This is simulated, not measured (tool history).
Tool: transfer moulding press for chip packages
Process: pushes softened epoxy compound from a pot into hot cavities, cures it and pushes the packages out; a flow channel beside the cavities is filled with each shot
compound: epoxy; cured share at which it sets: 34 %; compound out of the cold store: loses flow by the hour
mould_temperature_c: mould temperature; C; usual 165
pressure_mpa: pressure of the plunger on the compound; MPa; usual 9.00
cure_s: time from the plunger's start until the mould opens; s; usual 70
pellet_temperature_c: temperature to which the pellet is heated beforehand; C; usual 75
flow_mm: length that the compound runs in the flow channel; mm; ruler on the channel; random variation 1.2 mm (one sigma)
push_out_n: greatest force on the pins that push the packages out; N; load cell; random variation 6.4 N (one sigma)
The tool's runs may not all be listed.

run,day,mould_temperature_c,pressure_mpa,cure_s,pellet_temperature_c,incoming compound's hours out of the cold store,flow_mm,push_out_n
1,0.000,165,9.00,70,75,35.4,552,262
2,1.142,165,9.00,70,75,14.2,596,274
3,2.379,165,10.41,70,75,36.7,595,276
4,3.596,165,9.00,70,81,16.4,592,258
5,4.717,165,9.00,70,75,30.1,565,265
6,5.462,165,10.90,57,81,34.8,610,383
7,6.412,171,10.90,70,81,21.2,621,199
8,7.454,171,10.90,70,81,41.1,580,206
9,8.579,171,10.90,70,81,43.0,578,205
10,9.271,160,9.93,84,81,20.9,630,257

Not shown: 6 entries that the log had between the listed runs. Between which runs, and how does the tool's hidden state differ before and after?
Between runs 1 and 2: cavities cleaned with cleaning compound and waxed (day 0.692)
  pressure that reaches the compound, % of what is set: 99.96 -> 99.95; grip of the stained cavities, % over clean ones': 0.8 -> 0.3
Between runs 3 and 4: cavities cleaned with cleaning compound and waxed (day 2.779)
  pressure that reaches the compound, % of what is set: 99.94 -> 99.93; grip of the stained cavities, % over clean ones': 0.9 -> 0.5
Between runs 5 and 6: cavities cleaned with cleaning compound and waxed (day 4.892)
  grip of the stained cavities, % over clean ones': 1 -> 0.4
Between runs 7 and 8: cavities cleaned with cleaning compound and waxed (day 6.996)
  pressure that reaches the compound, % of what is set: 99.9 -> 99.89; grip of the stained cavities, % over clean ones': 0.8 -> 0.3
Between runs 8 and 9: plunger's sealing rings changed (day 7.758)
  pressure that reaches the compound, % of what is set: 99.89 -> 99.99; grip of the stained cavities, % over clean ones': 0.3 -> 0.8
Between runs 9 and 10: cavities cleaned with cleaning compound and waxed (day 9.188)
  grip of the stained cavities, % over clean ones': 0.8 -> 0.1
